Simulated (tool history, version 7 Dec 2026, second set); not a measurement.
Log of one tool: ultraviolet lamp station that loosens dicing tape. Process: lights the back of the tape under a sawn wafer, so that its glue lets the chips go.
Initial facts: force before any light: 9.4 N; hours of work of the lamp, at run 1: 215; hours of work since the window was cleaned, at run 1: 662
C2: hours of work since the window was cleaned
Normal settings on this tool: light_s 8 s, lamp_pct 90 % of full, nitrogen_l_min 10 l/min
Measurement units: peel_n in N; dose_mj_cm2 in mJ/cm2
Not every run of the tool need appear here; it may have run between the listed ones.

run 1 day=0.000 | light_s=8 lamp_pct=90 nitrogen_l_min=10 | hours_of_work_of_the_lamp=215 C2=662 | peel_n=0.240 dose_mj_cm2=545
-- day=0.767 window cleaned of glue's vapour
run 2 day=2.704 | light_s=8 lamp_pct=79 nitrogen_l_min=10 | hours_of_work_of_the_lamp=251 C2=26 | peel_n=0.318 dose_mj_cm2=478
run 3 day=4.196 | light_s=8 lamp_pct=95 nitrogen_l_min=10 | hours_of_work_of_the_lamp=271 C2=45 | peel_n=0.204 dose_mj_cm2=577
run 4 day=6.508 | light_s=8 lamp_pct=95 nitrogen_l_min=10 | hours_of_work_of_the_lamp=302 C2=76 | peel_n=0.209 dose_mj_cm2=569
run 5 day=9.929 | light_s=8 lamp_pct=95 nitrogen_l_min=10 | hours_of_work_of_the_lamp=347 C2=122 | peel_n=0.210 dose_mj_cm2=584
run 6 day=11.725 | light_s=8 lamp_pct=90 nitrogen_l_min=10 | hours_of_work_of_the_lamp=371 C2=145 | peel_n=0.226 dose_mj_cm2=546
run 7 day=14.600 | light_s=8 lamp_pct=90 nitrogen_l_min=6 | hours_of_work_of_the_lamp=409 C2=184 | peel_n=0.328 dose_mj_cm2=545
run 8 day=17.812 | light_s=8 lamp_pct=90 nitrogen_l_min=6 | hours_of_work_of_the_lamp=452 C2=226 | peel_n=0.322 dose_mj_cm2=548
run 9 day=21.208 | light_s=9 lamp_pct=90 nitrogen_l_min=10 | hours_of_work_of_the_lamp=497 C2=271 | peel_n=0.190 dose_mj_cm2=607
run 10 day=23.175 | light_s=5 lamp_pct=70 nitrogen_l_min=7 | hours_of_work_of_the_lamp=523 C2=297 | peel_n=1.439 dose_mj_cm2=261
run 11 day=25.567 | light_s=8 lamp_pct=100 nitrogen_l_min=3 | hours_of_work_of_the_lamp=554 C2=329 | peel_n=0.413 dose_mj_cm2=610
run 12 day=28.929 | light_s=8 lamp_pct=100 nitrogen_l_min=3 | hours_of_work_of_the_lamp=599 C2=374 | peel_n=0.421 dose_mj_cm2=600
run 13 day=30.725 | light_s=8 lamp_pct=100 nitrogen_l_min=3 | hours_of_work_of_the_lamp=623 C2=398 | peel_n=0.423 dose_mj_cm2=606
run 14 day=32.229 | light_s=7 lamp_pct=66 nitrogen_l_min=4 | hours_of_work_of_the_lamp=643 C2=418 | peel_n=1.179 dose_mj_cm2=351
run 15 day=34.879 | light_s=8 lamp_pct=90 nitrogen_l_min=9 | hours_of_work_of_the_lamp=678 C2=453 | peel_n=0.256 dose_mj_cm2=546
run 16 day=36.946 | light_s=8 lamp_pct=90 nitrogen_l_min=9 | hours_of_work_of_the_lamp=705 C2=480 | peel_n=0.251 dose_mj_cm2=543

Forecast each of these 4 alternatives for the next run:
run A day=40.279 | light_s=6 lamp_pct=90 nitrogen_l_min=19 | hours_of_work_of_the_lamp=750 C2=524 | peel_n=? dose_mj_cm2=?
run B day=40.279 | light_s=8 lamp_pct=63 nitrogen_l_min=9 | hours_of_work_of_the_lamp=750 C2=524 | peel_n=? dose_mj_cm2=?
run C day=40.279 | light_s=6 lamp_pct=90 nitrogen_l_min=9 | hours_of_work_of_the_lamp=750 C2=524 | peel_n=? dose_mj_cm2=?
run D day=40.279 | light_s=8 lamp_pct=60 nitrogen_l_min=9 | hours_of_work_of_the_lamp=750 C2=524 | peel_n=? dose_mj_cm2=?

run=A peel_n=0.344 dose_mj_cm2=409
run=B peel_n=0.589 dose_mj_cm2=387
run=C peel_n=0.491 dose_mj_cm2=403
run=D peel_n=0.660 dose_mj_cm2=361
What these runs would have given with no unlogged condition in the tool:
run=A peel_n=0.341 dose_mj_cm2=411
run=B peel_n=0.584 dose_mj_cm2=388
run=C peel_n=0.487 dose_mj_cm2=404
run=D peel_n=0.655 dose_mj_cm2=363

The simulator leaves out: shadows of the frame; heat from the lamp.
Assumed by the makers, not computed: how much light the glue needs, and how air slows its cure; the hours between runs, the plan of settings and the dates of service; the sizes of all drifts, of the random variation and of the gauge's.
